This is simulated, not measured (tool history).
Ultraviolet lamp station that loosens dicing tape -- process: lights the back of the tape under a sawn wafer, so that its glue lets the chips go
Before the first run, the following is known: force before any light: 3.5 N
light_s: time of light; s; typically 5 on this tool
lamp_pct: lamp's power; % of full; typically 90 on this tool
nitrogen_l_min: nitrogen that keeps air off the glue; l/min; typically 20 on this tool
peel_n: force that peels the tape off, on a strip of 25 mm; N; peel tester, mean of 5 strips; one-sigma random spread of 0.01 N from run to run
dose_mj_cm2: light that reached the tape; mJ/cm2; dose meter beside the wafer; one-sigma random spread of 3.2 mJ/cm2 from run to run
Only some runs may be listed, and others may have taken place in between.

run 1 day=0 | light_s=5 lamp_pct=90 nitrogen_l_min=20 | peel_n=0.512 dose_mj_cm2=442
run 2 day=0.317 | light_s=5 lamp_pct=90 nitrogen_l_min=20 | peel_n=0.508 dose_mj_cm2=440
run 3 day=0.721 | light_s=5 lamp_pct=90 nitrogen_l_min=20 | peel_n=0.537 dose_mj_cm2=444
run 4 day=0.988 | light_s=5 lamp_pct=90 nitrogen_l_min=20 | peel_n=0.539 dose_mj_cm2=439
run 5 day=1.592 | light_s=5 lamp_pct=90 nitrogen_l_min=20 | peel_n=0.532 dose_mj_cm2=432
run 6 day=2.167 | light_s=5 lamp_pct=90 nitrogen_l_min=20 | peel_n=0.565 dose_mj_cm2=436
run 7 day=2.554 | light_s=5 lamp_pct=90 nitrogen_l_min=20 | peel_n=0.558 dose_mj_cm2=439
run 8 day=3.138 | light_s=5 lamp_pct=90 nitrogen_l_min=20 | peel_n=0.522 dose_mj_cm2=439
run 9 day=3.417 | light_s=5 lamp_pct=90 nitrogen_l_min=20 | peel_n=0.551 dose_mj_cm2=433
run 10 day=3.704 | light_s=5 lamp_pct=90 nitrogen_l_min=20 | peel_n=0.553 dose_mj_cm2=429
run 11 day=4.104 | light_s=5 lamp_pct=69 nitrogen_l_min=20 | peel_n=0.803 dose_mj_cm2=332
run 12 day=4.642 | light_s=5 lamp_pct=69 nitrogen_l_min=20 | peel_n=0.797 dose_mj_cm2=329
run 13 day=5.225 | light_s=5 lamp_pct=69 nitrogen_l_min=20 | peel_n=0.824 dose_mj_cm2=327
run 14 day=5.788 | light_s=5 lamp_pct=90 nitrogen_l_min=7 | peel_n=0.972 dose_mj_cm2=428
run 15 day=6.333 | light_s=5 lamp_pct=90 nitrogen_l_min=15 | peel_n=0.64 dose_mj_cm2=426
run 16 day=6.725 | light_s=5 lamp_pct=90 nitrogen_l_min=15 | peel_n=0.666 dose_mj_cm2=421
run 17 day=7.279 | light_s=5 lamp_pct=75 nitrogen_l_min=20 | peel_n=0.74 dose_mj_cm2=356
run 18 day=7.617 | light_s=5 lamp_pct=75 nitrogen_l_min=20 | peel_n=0.765 dose_mj_cm2=351
run 19 day=7.879 | light_s=2 lamp_pct=90 nitrogen_l_min=37 | peel_n=1.435 dose_mj_cm2=169
run 20 day=8.142 | light_s=2 lamp_pct=82 nitrogen_l_min=35 | peel_n=1.525 dose_mj_cm2=152
run 21 day=8.692 | light_s=2 lamp_pct=82 nitrogen_l_min=23 | peel_n=1.68 dose_mj_cm2=152
run 22 day=9.175 | light_s=3 lamp_pct=68 nitrogen_l_min=13 | peel_n=1.653 dose_mj_cm2=187
run 23 day=9.617 | light_s=2 lamp_pct=61 nitrogen_l_min=28 | peel_n=1.955 dose_mj_cm2=111
run 24 day=10.129 | light_s=3 lamp_pct=70 nitrogen_l_min=11 | peel_n=1.702 dose_mj_cm2=196
-- day=10.45 window cleaned of glue's vapour
run 25 day=10.783 | light_s=5 lamp_pct=81 nitrogen_l_min=6 | peel_n=0.987 dose_mj_cm2=432
run 26 day=11.408 | light_s=6 lamp_pct=93 nitrogen_l_min=7 | peel_n=0.603 dose_mj_cm2=593
run 27 day=11.783 | light_s=6 lamp_pct=93 nitrogen_l_min=7 | peel_n=0.617 dose_mj_cm2=599
run 28 day=12.262 | light_s=6 lamp_pct=93 nitrogen_l_min=39 | peel_n=0.249 dose_mj_cm2=594

Below, some changes in peel_n between adjacent runs. For each, the amount present without the hidden state too (settings, incoming material, random variation) and the amount remaining for the hidden state with gauge scatter not shared by both compared results:
What the log doesn't record here: lamp's light, % of a new lamp's; light that the window lets through, % of a clean one's; drift of the gauge itself on peel_n, %; drift of the gauge itself on dose_mj_cm2, %.
Run 18 -> 19: light_s 5 -> 2, lamp_pct 75 -> 90, nitrogen_l_min 20 -> 37. peel_n +0.67 N: hidden state +0.053, all else +0.617.
Run 24 -> 25: light_s 3 -> 5, lamp_pct 70 -> 81, nitrogen_l_min 11 -> 6, window cleaned of glue's vapour. peel_n -0.715 N: hidden state -0.186, all else -0.529.

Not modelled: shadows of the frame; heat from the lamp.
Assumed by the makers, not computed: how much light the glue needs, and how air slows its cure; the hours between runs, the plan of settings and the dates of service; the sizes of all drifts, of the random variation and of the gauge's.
